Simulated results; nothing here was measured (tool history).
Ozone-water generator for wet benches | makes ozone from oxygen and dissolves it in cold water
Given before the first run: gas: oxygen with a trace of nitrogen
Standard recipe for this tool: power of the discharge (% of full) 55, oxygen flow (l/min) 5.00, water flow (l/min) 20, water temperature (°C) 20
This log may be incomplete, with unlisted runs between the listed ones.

run    hour  power of the discharge (% of full)  oxygen flow (l/min)  water flow (l/min)  water temperature (°C)  dissolved ozone (ppm)  ozone in the gas ahead of the water (g/m3)
  1     0.0                                  55                 5.00                  20                      20                   16.7                                       196.6
  2    59.8                                  55                 5.00                  20                      20                   17.0                                       199.1
  3   126.9                                  55                 5.00                  20                      20                   16.6                                       197.6
  4   189.7                                  55                 5.00                  20                      20                   16.8                                       196.0
  5   251.6                                  55                 5.00                  20                      20                   16.6                                       198.9
  6   284.0                                  55                 5.00                  20                      20                   16.6                                       196.5
  7   345.2                                  55                 5.00                  20                      20                   16.7                                       196.8
  8   408.1                                  55                 5.00                  20                      13                   18.3                                       195.5
  9   450.1                                  55                 5.00                  20                      13                   18.3                                       197.4
 10   484.4                                  55                 5.00                  20                      13                   18.3                                       197.2
 11   533.6                                  55                 5.00                  20                      13                   18.5                                       195.6
 12   566.6                                  55                 5.00                  20                      20                   16.5                                       193.5
 13   614.7                                  55                 7.38                  20                      20                   18.0                                       174.7
 14   667.6                                  55                 5.00                  20                      24                   15.4                                       197.3
 15   708.3                                  55                 5.00                  20                      24                   15.5                                       196.5
 16   775.4                                  55                 4.62                  20                      20                   16.3                                       200.4
 17   839.6                                  55                 4.62                  20                      20                   16.2                                       199.1
 18   901.9                                  57                 5.00                  24                      20                   14.1                                       201.6
 19   967.3                                  57                 5.00                  24                      23                   13.3                                       202.6
 20  1014.6                                  55                 3.96                  20                      20                   15.3                                       208.5
 21  1053.9                                  98                 8.39                  20                      20                   30.3                                       281.8
 22  1123.6                                  98                 8.39                  20                      20                   30.6                                       282.5
 23  1160.6                                  55                 3.82                  24                      12                   13.8                                       209.6
 24  1190.7                                  63                 8.35                  20                      17                   21.3                                       188.6
 25  1259.2                                  63                 8.35                  20                      17                   21.8                                       189.1
 26  1328.1                                  43                 8.62                  18                      16                   17.2                                       130.8
 27  1378.2                                  43                 8.62                  18                      16                   17.1                                       131.5
 28  1449.8                                  68                 8.62                  27                      16                   17.2                                       199.6
 29  1483.5                                  55                 2.66                  20                      20                   13.3                                       235.9
 30  1534.2                                  49                 3.69                  29                      20                    8.6                                       191.8
 31  1576.8                                  49                 3.69                  29                      20                    8.7                                       191.5
 32  1617.4                                  49                 3.69                  18                      25                   14.1                                       192.7
 33  1684.1                                  74                 5.00                  20                      12                   24.1                                       257.3

Consider 3 possible next runs. They are alternatives, not a sequence: every one starts from the tool as it was left by run 33. What does each give?
  A  1756.7                                  82                 2.93                  20                      23                      ?                                           ?
  B  1756.7                                  44                 2.92                  20                      12                      ?                                           ?
  C  1756.7                                  74                 5.00                  23                      12                      ?                                           ?

run  dissolved ozone (ppm)  ozone in the gas ahead of the water (g/m3)
  A                   19.0                                       329.6
  B                   12.1                                       188.2
  C                   19.8                                       252.7
What these runs would have given with no unlogged condition in the tool:
run  dissolved ozone (ppm)  ozone in the gas ahead of the water (g/m3)
  A                   21.7                                       344.3
  B                   13.5                                       192.4
  C                   22.7                                       263.1
